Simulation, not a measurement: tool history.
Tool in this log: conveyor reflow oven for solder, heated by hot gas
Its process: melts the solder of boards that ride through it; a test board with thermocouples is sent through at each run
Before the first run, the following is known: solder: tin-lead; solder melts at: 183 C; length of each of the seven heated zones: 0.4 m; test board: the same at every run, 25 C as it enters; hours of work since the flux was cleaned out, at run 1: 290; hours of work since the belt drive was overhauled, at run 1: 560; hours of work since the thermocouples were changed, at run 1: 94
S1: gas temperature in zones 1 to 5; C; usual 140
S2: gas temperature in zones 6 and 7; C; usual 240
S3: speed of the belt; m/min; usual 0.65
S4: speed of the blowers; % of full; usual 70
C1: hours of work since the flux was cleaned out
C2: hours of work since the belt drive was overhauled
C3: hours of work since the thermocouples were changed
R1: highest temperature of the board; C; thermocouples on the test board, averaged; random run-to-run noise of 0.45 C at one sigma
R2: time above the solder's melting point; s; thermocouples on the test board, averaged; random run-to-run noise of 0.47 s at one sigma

run    hour   S1   S2     S3  S4   C1    C2   C3     R1    R2
  1       0  140  240   0.65  70  290   560   94  213.1  51.2
  2    61.1  140  240   0.65  70  322   591  125  212.3  50.7
  3   108.4  140  240  0.672  70  346   616  150  211.3  47.3
  4   170.9  140  240   0.65  70  379   648  182  211.4  50.1
  5   235.5  140  240  0.742  70  412   681  215    206  36.6
  6   296.7  140  240   0.65  70  444   713  247  210.9  49.3
      361.9  -- flux residue cleaned out of gas plates and filters
  7   361.9  140  240   0.65  70    0   744  278  216.1  52.8
  8   409.6  140  240   0.65  70   25   769  303  215.2  53.5
  9   472.5  140  240   0.65  70   57   801  335  214.6  52.9
 10   556.6  140  240   0.65  70  101   845  379  213.6    53
 11   599.7  140  240   0.65  70  123   867  401  213.8  52.5
 12   678.3  140  240   0.65  70  164   908  442  214.1  51.2
 13   746.7  140  240   0.65  70  199   943  477  212.8  51.7
      801.7  -- thermocouples of zones 6 and 7 changed
 14     818  152  240  0.615  67  235   979    8  217.2  62.6
 15   900.7  152  240  0.615  67  277  1022   51  217.4  63.4
 16   963.7  152  240  0.615  67  310  1054   84  215.7  62.8
 17  1017.3  154  233  0.639  82  338  1082  111  214.1  60.1
 18  1096.6  140  240  0.545  70  379  1123  152  218.1  67.1
 19    1177  152  240  0.545  70  420  1164  194  220.6    75
 20    1218  152  240  0.545  70  441  1186  215    221    75
     1288.1  -- flux residue cleaned out of gas plates and filters
 21  1300.8  141  252  0.545  61    7  1226  255  229.1  75.9
 22  1339.7  141  252  0.545  61   27  1246  276  229.1  76.5
 23  1383.1  140  240   0.65  51   49  1268  298  206.3  43.5
 24    1463  140  251  0.683  84   90  1310  339  226.1  58.8
 25  1543.6  140  240   0.65  70  132  1351  381  214.1  52.3

5 options for the next run, each taken on its own from the tool as it stands now. Forecast them:
  A  1593.6  140  240  0.528  70  158  1377  407   ?   ?
  B  1593.6  132  240  0.779  73  158  1377  407   ?   ?
  C  1593.6  134  230   0.65  70  158  1377  407   ?   ?
  D  1593.6  142  231   0.65  62  158  1377  407   ?   ?
  E  1593.6  138  240   0.65  70  158  1377  407   ?   ?

run     R1    R2
  A    221  72.6
  B  205.2  33.1
  C  204.2  41.2
  D  204.7  42.8
  E  213.7  52.3
What these runs would have given with no unlogged condition in the tool:
run     R1    R2
  A  223.3  73.5
  B  207.8  35.2
  C  206.6  43.4
  D  206.8  44.9
  E  216.2  53.8
